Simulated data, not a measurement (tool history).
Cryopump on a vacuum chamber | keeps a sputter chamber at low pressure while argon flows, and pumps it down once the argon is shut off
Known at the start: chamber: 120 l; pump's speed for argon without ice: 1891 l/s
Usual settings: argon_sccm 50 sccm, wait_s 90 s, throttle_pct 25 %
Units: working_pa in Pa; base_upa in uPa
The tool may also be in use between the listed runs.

run    hour  argon_sccm  wait_s  throttle_pct  working_pa  base_upa
  1     0.0          50      90            25      0.1847      1.06
  2    42.0          50      90            25      0.1856      1.13
  3    88.0          50      90            25      0.1877      1.16
  4   182.7          50      90            25      0.1868      1.14
  5   238.0          50      90            25      0.1873      1.16
  6   280.6          33      90            25      0.1230      1.20
  7   337.5          50      90            38      0.1281      1.18
  8   418.3          50      90            25      0.1878      1.27
  9   509.8          50      90            25      0.1897      1.30
 10   589.1          50      90            25      0.1892      1.22
 11   667.7          50      90            25      0.1915      1.31
 12   759.7          50      90            25      0.1937      1.31
 13   822.8          50      90            25      0.1924      1.31
 14   875.1          59      90            25      0.2254      1.35
 15   935.2          95      90            41      0.2347      1.35
 16   996.9          65      90            41      0.1607      1.37
 17  1069.9          65      90            41      0.1627      1.41
     1094.3  -- leaking fittings of the chamber tightened, without venting
 18  1133.8          65      90            25      0.2551      0.62
 19  1184.4          65      90            25      0.2542      0.65
     1248.3  -- pump warmed up, emptied and cooled again
 20  1262.9          65      90            25      0.2337      0.57
 21  1317.7          44      98            26      0.1525      0.57
 22  1368.4          73     174            22      0.2980      0.39
 23  1419.6          73      22            22      0.3003      1.81
 24  1486.1          73      22            22      0.3006      1.81
 25  1570.8          24      52            36      0.0605      0.93
 26  1665.1          74      34            38      0.1785      1.28
 27  1727.2          97      29            36      0.2489      1.47

The same runs without the tool's hidden state, with the same run-to-run variation:
The hidden state here: pump's speed, % of a pump's without ice; cold plate's temperature, K; leak into the chamber, uPa l/s; drift of the gauge itself on working_pa, %; drift of the gauge itself on base_upa, %.
run  working_pa  base_upa
  1      0.1779      0.50
  2      0.1785      0.55
  3      0.1802      0.57
  4      0.1786      0.53
  5      0.1786      0.53
  6      0.1170      0.56
  7      0.1185      0.52
  8      0.1776      0.60
  9      0.1787      0.59
 10      0.1774      0.52
 11      0.1789      0.56
 12      0.1802      0.54
 13      0.1783      0.51
 14      0.2083      0.53
 15      0.2060      0.51
 16      0.1403      0.51
 17      0.1411      0.55
 18      0.2326      0.54
 19      0.2310      0.56
 20      0.2328      0.53
 21      0.1517      0.53
 22      0.2960      0.34
 23      0.2979      1.75
 24      0.2976      1.75
 25      0.0592      0.84
 26      0.1737      1.19
 27      0.2418      1.36
